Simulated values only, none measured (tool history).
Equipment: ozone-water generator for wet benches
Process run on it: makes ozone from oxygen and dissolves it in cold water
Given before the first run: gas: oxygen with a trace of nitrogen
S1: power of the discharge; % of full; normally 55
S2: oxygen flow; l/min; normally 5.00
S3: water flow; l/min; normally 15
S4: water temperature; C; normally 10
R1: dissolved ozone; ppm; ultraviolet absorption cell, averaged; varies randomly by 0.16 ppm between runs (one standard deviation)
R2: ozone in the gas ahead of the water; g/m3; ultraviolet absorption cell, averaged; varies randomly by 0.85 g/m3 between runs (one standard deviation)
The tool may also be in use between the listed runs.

Run 1, hour 0.0: usual settings. Result: R1 20.0 ppm, R2 133.1 g/m3.
Run 2, hour 28.3: usual settings. Result: R1 20.0 ppm, R2 133.6 g/m3.
Run 3, hour 50.2: usual settings but S3 10 l/min. Result: R1 26.2 ppm, R2 132.6 g/m3.
Run 4, hour 85.3: usual settings but S4 8 C. Result: R1 20.5 ppm, R2 131.5 g/m3.
Run 5, hour 109.0: usual settings but S4 8 C. Result: R1 20.7 ppm, R2 131.3 g/m3.
Run 6, hour 133.0: usual settings but S4 17 C. Result: R1 17.8 ppm, R2 132.6 g/m3.
Run 7, hour 159.1: usual settings. Result: R1 19.9 ppm, R2 130.2 g/m3.
At hour 165.6: contactor cleaned.
Run 8, hour 211.5: usual settings. Result: R1 19.5 ppm, R2 131.3 g/m3.
Run 9, hour 255.8: usual settings. Result: R1 19.8 ppm, R2 132.2 g/m3.
Run 10, hour 281.6: usual settings. Result: R1 19.7 ppm, R2 130.4 g/m3.
Run 11, hour 304.9: usual settings. Result: R1 19.6 ppm, R2 129.6 g/m3.
Run 12, hour 351.3: usual settings. Result: R1 19.4 ppm, R2 130.1 g/m3.
Run 13, hour 398.1: usual settings but S4 11 C. Result: R1 19.4 ppm, R2 130.7 g/m3.
At hour 412.5: contactor cleaned, once more.
Run 14, hour 442.5: usual settings but S2 4.35 l/min, S3 11 l/min. Result: R1 24.7 ppm, R2 140.9 g/m3.
Run 15, hour 482.7: usual settings but S2 4.35 l/min, S3 11 l/min. Result: R1 25.1 ppm, R2 142.7 g/m3.
Run 16, hour 509.0: usual settings but S1 45 % of full, S2 5.40 l/min, S4 16 C. Result: R1 16.5 ppm, R2 112.7 g/m3.
Run 17, hour 556.8: usual settings but S1 89 % of full, S2 5.32 l/min, S4 5 C. Result: R1 28.1 ppm, R2 166.4 g/m3.
Run 18, hour 587.3: usual settings but S3 9 l/min. Result: R1 27.9 ppm, R2 130.6 g/m3.
Run 19, hour 615.4: usual settings but S1 67 % of full, S2 2.54 l/min. Result: R1 21.1 ppm, R2 208.8 g/m3.
Run 20, hour 657.7: usual settings but S1 67 % of full, S2 2.54 l/min. Result: R1 20.8 ppm, R2 208.5 g/m3.
Run 21, hour 698.6: usual settings but S2 8.69 l/min, S4 11 C. Result: R1 18.9 ppm, R2 97.1 g/m3.
Run 22, hour 726.6: usual settings but S1 67 % of full, S2 4.45 l/min, S3 23 l/min, S4 9 C. Result: R1 16.0 ppm, R2 154.1 g/m3.
Run 23, hour 766.6: usual settings but S1 67 % of full, S2 4.45 l/min, S3 23 l/min, S4 9 C. Result: R1 15.9 ppm, R2 155.0 g/m3.
Run 24, hour 810.2: usual settings but S1 67 % of full, S2 4.45 l/min, S3 23 l/min, S4 9 C. Result: R1 16.1 ppm, R2 154.2 g/m3.
Run 25, hour 852.0: usual settings but S1 49 % of full, S4 11 C. Result: R1 18.4 ppm, R2 121.2 g/m3.

Each row is a separate what-if for the run after 25, all from the same tool condition, not one after another. Results?
Run A, hour 875.9: usual settings but S1 70 % of full, S4 11 C. Result: R1 ?, R2 ?.
Run B, hour 875.9: usual settings but S1 69 % of full, S2 7.15 l/min, S4 11 C. Result: R1 ?, R2 ?.
Run C, hour 875.9: usual settings but S1 49 % of full, S2 6.62 l/min, S4 11 C. Result: R1 ?, R2 ?.
Run D, hour 875.9: usual settings but S1 56 % of full, S4 8 C. Result: R1 ?, R2 ?.
Run E, hour 875.9: usual settings but S1 49 % of full, S3 17 l/min, S4 11 C. Result: R1 ?, R2 ?.

run    R1     R2
  A  22.4  147.0
  B  22.0  121.9
  C  18.1  105.7
  D  20.6  131.8
  E  16.7  122.0
With no hidden state in the tool, these same runs would have given:
run    R1     R2
  A  24.0  156.8
  B  23.6  129.9
  C  19.2  111.2
  D  21.9  139.3
  E  17.7  128.4

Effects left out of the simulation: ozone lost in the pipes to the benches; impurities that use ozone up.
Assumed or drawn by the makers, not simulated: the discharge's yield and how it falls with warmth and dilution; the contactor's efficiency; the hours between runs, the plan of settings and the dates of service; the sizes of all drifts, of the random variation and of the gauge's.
